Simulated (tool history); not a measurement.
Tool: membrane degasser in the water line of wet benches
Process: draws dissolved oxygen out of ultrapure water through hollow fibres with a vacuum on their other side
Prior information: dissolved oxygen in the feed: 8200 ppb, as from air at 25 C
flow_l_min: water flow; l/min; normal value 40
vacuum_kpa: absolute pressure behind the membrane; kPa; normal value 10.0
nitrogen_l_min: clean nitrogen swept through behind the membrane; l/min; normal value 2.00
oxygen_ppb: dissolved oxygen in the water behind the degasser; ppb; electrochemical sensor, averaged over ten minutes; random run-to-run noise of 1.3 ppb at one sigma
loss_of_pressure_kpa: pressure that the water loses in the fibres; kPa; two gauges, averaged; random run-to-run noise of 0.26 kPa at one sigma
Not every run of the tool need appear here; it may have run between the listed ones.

Run 1, hour 0.0: usual settings. Result: oxygen_ppb 311.8 ppb, loss_of_pressure_kpa 70.63 kPa.
Run 2, hour 179.9: usual settings. Result: oxygen_ppb 311.9 ppb, loss_of_pressure_kpa 70.57 kPa.
Run 3, hour 484.5: usual settings. Result: oxygen_ppb 311.6 ppb, loss_of_pressure_kpa 70.33 kPa.
Run 4, hour 608.1: usual settings. Result: oxygen_ppb 315.3 ppb, loss_of_pressure_kpa 71.05 kPa.
Run 5, hour 886.8: usual settings but vacuum_kpa 9.0 kPa. Result: oxygen_ppb 270.7 ppb, loss_of_pressure_kpa 70.76 kPa.
Run 6, hour 1093.2: usual settings but vacuum_kpa 9.0 kPa. Result: oxygen_ppb 273.1 ppb, loss_of_pressure_kpa 71.16 kPa.
Run 7, hour 1327.6: usual settings but vacuum_kpa 9.0 kPa. Result: oxygen_ppb 273.0 ppb, loss_of_pressure_kpa 71.07 kPa.
Run 8, hour 1622.7: usual settings but vacuum_kpa 9.0 kPa. Result: oxygen_ppb 273.2 ppb, loss_of_pressure_kpa 71.13 kPa.
Run 9, hour 1747.0: usual settings but vacuum_kpa 9.0 kPa. Result: oxygen_ppb 273.7 ppb, loss_of_pressure_kpa 71.05 kPa.
At hour 1893.2: seals of the vacuum lines changed.
At hour 1931.7: vacuum gauge calibrated.
Run 10, hour 2050.2: usual settings but vacuum_kpa 9.0 kPa. Result: oxygen_ppb 264.4 ppb, loss_of_pressure_kpa 71.30 kPa.
Run 11, hour 2304.4: usual settings but vacuum_kpa 9.0 kPa. Result: oxygen_ppb 264.5 ppb, loss_of_pressure_kpa 71.15 kPa.
Run 12, hour 2559.8: usual settings but vacuum_kpa 9.0 kPa. Result: oxygen_ppb 265.3 ppb, loss_of_pressure_kpa 71.28 kPa.
Run 13, hour 2809.4: usual settings but vacuum_kpa 9.0 kPa. Result: oxygen_ppb 265.5 ppb, loss_of_pressure_kpa 71.77 kPa.
Run 14, hour 2999.1: usual settings but vacuum_kpa 9.0 kPa. Result: oxygen_ppb 267.6 ppb, loss_of_pressure_kpa 71.12 kPa.
Run 15, hour 3169.9: usual settings but vacuum_kpa 9.0 kPa. Result: oxygen_ppb 267.5 ppb, loss_of_pressure_kpa 71.27 kPa.
Run 16, hour 3372.7: usual settings but flow_l_min 24 l/min, vacuum_kpa 9.0 kPa. Result: oxygen_ppb 164.8 ppb, loss_of_pressure_kpa 42.92 kPa.
Run 17, hour 3549.9: usual settings but flow_l_min 29 l/min, vacuum_kpa 11.5 kPa. Result: oxygen_ppb 278.3 ppb, loss_of_pressure_kpa 52.05 kPa.
Run 18, hour 3832.3: usual settings but flow_l_min 30 l/min, vacuum_kpa 7.2 kPa, nitrogen_l_min 2.77 l/min. Result: oxygen_ppb 108.1 ppb, loss_of_pressure_kpa 53.67 kPa.
Run 19, hour 4048.0: usual settings but vacuum_kpa 14.8 kPa, nitrogen_l_min 3.04 l/min. Result: oxygen_ppb 355.6 ppb, loss_of_pressure_kpa 71.04 kPa.
Run 20, hour 4282.1: usual settings but flow_l_min 55 l/min, vacuum_kpa 7.8 kPa, nitrogen_l_min 3.04 l/min. Result: oxygen_ppb 221.1 ppb, loss_of_pressure_kpa 99.00 kPa.
Run 21, hour 4464.9: usual settings but flow_l_min 55 l/min, vacuum_kpa 7.8 kPa, nitrogen_l_min 3.04 l/min. Result: oxygen_ppb 220.8 ppb, loss_of_pressure_kpa 98.60 kPa.
Run 22, hour 4730.4: usual settings but flow_l_min 55 l/min, vacuum_kpa 7.8 kPa, nitrogen_l_min 3.04 l/min. Result: oxygen_ppb 221.3 ppb, loss_of_pressure_kpa 98.48 kPa.
Run 23, hour 4944.3: usual settings but vacuum_kpa 17.6 kPa. Result: oxygen_ppb 619.8 ppb, loss_of_pressure_kpa 71.74 kPa.
Run 24, hour 5181.9: usual settings but vacuum_kpa 8.9 kPa. Result: oxygen_ppb 270.0 ppb, loss_of_pressure_kpa 71.59 kPa.
Run 25, hour 5417.1: usual settings but vacuum_kpa 8.9 kPa. Result: oxygen_ppb 269.0 ppb, loss_of_pressure_kpa 71.59 kPa.
Run 26, hour 5636.9: usual settings but vacuum_kpa 15.2 kPa, nitrogen_l_min 3.34 l/min. Result: oxygen_ppb 342.7 ppb, loss_of_pressure_kpa 72.68 kPa.
At hour 5654.1: vacuum gauge calibrated.
Run 27, hour 5790.4: usual settings but flow_l_min 34 l/min, vacuum_kpa 15.5 kPa, nitrogen_l_min 3.48 l/min. Result: oxygen_ppb 284.5 ppb, loss_of_pressure_kpa 61.48 kPa.

Expected results for the next run?
Run 28, hour 5960.8: usual settings but flow_l_min 25 l/min, vacuum_kpa 15.5 kPa, nitrogen_l_min 3.48 l/min. Result: oxygen_ppb ?, loss_of_pressure_kpa ?.

Run 28 yielded oxygen_ppb 213.0 ppb, loss_of_pressure_kpa 45.41 kPa.
Take away the tool's hidden state, keep the run-to-run variation as it was, and the same run would have given oxygen_ppb 209.9 ppb, loss_of_pressure_kpa 43.95 kPa.
